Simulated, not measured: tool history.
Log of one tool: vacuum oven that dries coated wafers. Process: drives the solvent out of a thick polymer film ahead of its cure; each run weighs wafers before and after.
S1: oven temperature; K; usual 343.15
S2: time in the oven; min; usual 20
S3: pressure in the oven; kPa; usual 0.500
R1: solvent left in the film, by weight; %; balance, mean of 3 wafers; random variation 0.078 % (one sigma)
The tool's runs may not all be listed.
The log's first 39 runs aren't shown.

run     day      S1  S2     S3     R1
 40  17.362  354.15  11  0.373   5.35
 41  17.858  354.15  11  0.373   5.36
 42  18.388  354.15  11  0.373   5.41
 43  18.821  354.15  11  0.373   5.52
 44  19.342  350.15  20  0.500   3.22
 45  19.892  345.15  22  0.865   4.66
 46  20.229  328.15  30  0.500  10.20
 47  20.588  352.15  20  0.500   2.65

4 ways to go on from here, each from the tool as it stands after run 47. What would each give?
  A  21.038  341.15  20  0.500   ?
  B  21.038  346.15  24  0.317   ?
  C  21.038  329.15  20  0.277   ?
  D  21.038  346.15  15  0.500   ?

run     R1
  A   6.99
  B   3.35
  C  11.80
  D   6.77
Without the tool's hidden state the same runs would have given:
run     R1
  A   7.00
  B   3.35
  C  11.80
  D   6.78
